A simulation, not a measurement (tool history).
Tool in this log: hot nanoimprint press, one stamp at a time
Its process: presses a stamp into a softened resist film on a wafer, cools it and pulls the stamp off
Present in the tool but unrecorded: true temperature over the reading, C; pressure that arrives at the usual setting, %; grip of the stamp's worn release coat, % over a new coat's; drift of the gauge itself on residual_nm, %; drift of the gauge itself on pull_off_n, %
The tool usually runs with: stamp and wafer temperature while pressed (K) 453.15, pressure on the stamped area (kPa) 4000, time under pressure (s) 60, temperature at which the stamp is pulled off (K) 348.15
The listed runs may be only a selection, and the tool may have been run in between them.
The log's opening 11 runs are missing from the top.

run	hour	stamp and wafer temperature while pressed (K)	pressure on the stamped area (kPa)	time under pressure (s)	temperature at which the stamp is pulled off (K)	hours of work since the thermocouple was calibrated	imprints on the stamp's release coat	hours of work since the press's seals were changed	resist left under the stamp's widest pad (Å)	greatest force while the stamp is pulled off (N)
# hour 163.2: plate thermocouple calibrated, once more
12	170.8	453.15	4000	60	348.15	3	569	159	1910	235
13	183.1	453.15	4000	60	348.15	8	585	164	1923	235
14	198.2	453.15	4000	60	348.15	15	605	171	1926	232
15	215.6	453.15	4000	60	348.15	22	628	178	1911	235
16	225.1	453.15	4000	60	348.15	26	640	182	1918	238
17	240.9	443.15	3240	83	348.15	33	661	188	2526	233
18	258.1	461.15	3240	83	354.15	40	683	196	1409	208
19	277.5	443.15	3240	83	337.15	48	709	204	2529	294
20	288.8	443.15	3240	83	337.15	53	724	208	2527	294
21	303.7	463.15	3240	83	351.15	59	743	215	1302	221
22	323.2	459.15	2880	89	348.15	67	769	223	1536	248
23	338.4	453.15	5410	91	348.15	73	789	229	1443	246
24	348.6	453.15	4000	60	334.15	78	802	233	1916	312
25	363.5	453.15	4000	60	334.15	84	822	240	1914	328
# hour 387.4: stamp cleaned and given a new release coat
26	389.6	448.15	2580	60	334.15	92	3	248	2527	259
27	399.7	448.15	2580	60	334.15	96	16	252	2548	254
28	411.3	464.15	5110	60	349.15	101	31	257	1154	193
29	426.8	453.15	4000	60	346.15	108	52	264	1894	211
30	435.8	453.15	3440	60	337.15	112	63	267	2010	253

Forecast each of these 4 alternatives for the next run:
A	452.0	461.15	3440	60	337.15	118	85	274	?	?
B	452.0	453.15	4000	60	337.15	118	85	274	?	?
C	452.0	453.15	3440	47	342.15	118	85	274	?	?
D	452.0	453.15	4000	60	340.15	118	85	274	?	?

run	resist left under the stamp's widest pad (Å)	greatest force while the stamp is pulled off (N)
A	1541	252
B	1900	254
C	2170	232
D	1888	247
Stripped of hidden state, with their random variation kept, the same runs would have yielded:
run	resist left under the stamp's widest pad (Å)	greatest force while the stamp is pulled off (N)
A	1565	249
B	1928	251
C	2199	229
D	1915	244

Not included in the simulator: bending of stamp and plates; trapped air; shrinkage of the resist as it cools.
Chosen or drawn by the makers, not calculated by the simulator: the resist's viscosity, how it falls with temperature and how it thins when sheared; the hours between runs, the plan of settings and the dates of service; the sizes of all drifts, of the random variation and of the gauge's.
